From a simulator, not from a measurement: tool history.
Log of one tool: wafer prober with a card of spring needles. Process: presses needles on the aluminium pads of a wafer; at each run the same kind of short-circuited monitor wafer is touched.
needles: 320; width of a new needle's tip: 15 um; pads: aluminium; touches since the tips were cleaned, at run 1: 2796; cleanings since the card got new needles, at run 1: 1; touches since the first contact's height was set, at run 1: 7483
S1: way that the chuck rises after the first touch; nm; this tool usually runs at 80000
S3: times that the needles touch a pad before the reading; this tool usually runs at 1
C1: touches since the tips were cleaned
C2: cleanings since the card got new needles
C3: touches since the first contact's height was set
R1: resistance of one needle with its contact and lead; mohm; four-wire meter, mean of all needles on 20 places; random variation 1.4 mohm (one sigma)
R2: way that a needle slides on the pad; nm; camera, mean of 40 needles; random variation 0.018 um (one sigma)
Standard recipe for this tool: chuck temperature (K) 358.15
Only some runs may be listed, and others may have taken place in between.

run 1 hour=0.0 | S1=80000 chuck_temperature_(K)=358.15 S3=1 | C1=2796 C2=1 C3=7483 | R1=154 R2=13010
-- hour=4.6 tips cleaned on abrasive film
-- hour=13.7 tips cleaned on abrasive film
run 2 hour=20.3 | S1=80000 chuck_temperature_(K)=358.15 S3=1 | C1=3388 C2=3 C3=17823 | R1=158 R2=13040
-- hour=23.8 tips cleaned on abrasive film
run 3 hour=32.5 | S1=80000 chuck_temperature_(K)=358.15 S3=1 | C1=4497 C2=4 C3=24069 | R1=161 R2=13040
-- hour=34.1 tips cleaned on abrasive film
run 4 hour=41.7 | S1=80000 chuck_temperature_(K)=358.15 S3=1 | C1=3903 C2=5 C3=28749 | R1=159 R2=12980
-- hour=43.2 tips cleaned on abrasive film
-- hour=53.1 tips cleaned on abrasive film
run 5 hour=61.6 | S1=80000 chuck_temperature_(K)=358.15 S3=1 | C1=4358 C2=7 C3=38854 | R1=160 R2=12980
-- hour=63.5 tips cleaned on abrasive film
run 6 hour=71.2 | S1=80000 chuck_temperature_(K)=358.15 S3=1 | C1=3988 C2=8 C3=43757 | R1=160 R2=12970
-- hour=72.8 tips cleaned on abrasive film
-- hour=83.1 tips cleaned on abrasive film
run 7 hour=85.5 | S1=80000 chuck_temperature_(K)=358.15 S3=1 | C1=1237 C2=10 C3=51025 | R1=139 R2=12920
-- hour=93.1 tips cleaned on abrasive film
-- hour=96.3 tips cleaned on abrasive film, once more
run 8 hour=100.1 | S1=80000 chuck_temperature_(K)=358.15 S3=1 | C1=1936 C2=12 C3=58404 | R1=148 R2=12920
-- hour=106.2 tips cleaned on abrasive film
run 9 hour=111.7 | S1=80000 chuck_temperature_(K)=358.15 S3=1 | C1=2812 C2=13 C3=64316 | R1=156 R2=12950
-- hour=115.6 tips cleaned on abrasive film
-- hour=125.1 tips cleaned on abrasive film
run 10 hour=131.7 | S1=80000 chuck_temperature_(K)=332.15 S3=2 | C1=3374 C2=15 C3=74520 | R1=140 R2=12920
-- hour=134.3 tips cleaned on abrasive film
-- hour=143.6 tips cleaned on abrasive film
run 11 hour=151.3 | S1=80000 chuck_temperature_(K)=305.15 S3=2 | C1=3948 C2=17 C3=84482 | R1=141 R2=12910
-- hour=154.2 tips cleaned on abrasive film
-- hour=163.2 tips cleaned on abrasive film
run 12 hour=171.3 | S1=80000 chuck_temperature_(K)=358.15 S3=2 | C1=4166 C2=19 C3=94693 | R1=145 R2=12860
-- hour=173.1 tips cleaned on abrasive film
-- hour=182.1 tips cleaned on abrasive film
run 13 hour=182.1 | S1=61000 chuck_temperature_(K)=313.15 S3=2 | C1=0 C2=21 C3=100165 | R1=121 R2=9790
-- hour=187.0 height of the first contact set anew
-- hour=191.9 tips cleaned on abrasive film
run 14 hour=197.4 | S1=71000 chuck_temperature_(K)=301.15 S3=1 | C1=2871 C2=22 C3=5341 | R1=156 R2=11530
-- hour=201.2 tips cleaned on abrasive film
-- hour=211.2 tips cleaned on abrasive film
run 15 hour=211.4 | S1=82000 chuck_temperature_(K)=371.15 S3=1 | C1=96 C2=24 C3=12411 | R1=133 R2=13300

Predict each of these 4 candidate next runs independently; none follows another, all start after run 15:
-- hour=220.6 tips cleaned on abrasive film
run A hour=226.9 | S1=80000 chuck_temperature_(K)=308.15 S3=1 | C1=3211 C2=25 C3=20332 | R1=? R2=?
-- hour=220.6 tips cleaned on abrasive film
run B hour=226.9 | S1=97000 chuck_temperature_(K)=365.15 S3=2 | C1=3211 C2=25 C3=20332 | R1=? R2=?
-- hour=220.6 tips cleaned on abrasive film
run C hour=226.9 | S1=98000 chuck_temperature_(K)=339.15 S3=2 | C1=3211 C2=25 C3=20332 | R1=? R2=?
-- hour=220.6 tips cleaned on abrasive film
run D hour=226.9 | S1=64000 chuck_temperature_(K)=306.15 S3=2 | C1=3211 C2=25 C3=20332 | R1=? R2=?

run=A R1=153 R2=13010
run=B R1=140 R2=15790
run=C R1=134 R2=15930
run=D R1=147 R2=10380
Without the tool's unlogged condition, the same runs would have read:
run=A R1=117 R2=13050
run=B R1=125 R2=15820
run=C R1=119 R2=15970
run=D R1=116 R2=10410

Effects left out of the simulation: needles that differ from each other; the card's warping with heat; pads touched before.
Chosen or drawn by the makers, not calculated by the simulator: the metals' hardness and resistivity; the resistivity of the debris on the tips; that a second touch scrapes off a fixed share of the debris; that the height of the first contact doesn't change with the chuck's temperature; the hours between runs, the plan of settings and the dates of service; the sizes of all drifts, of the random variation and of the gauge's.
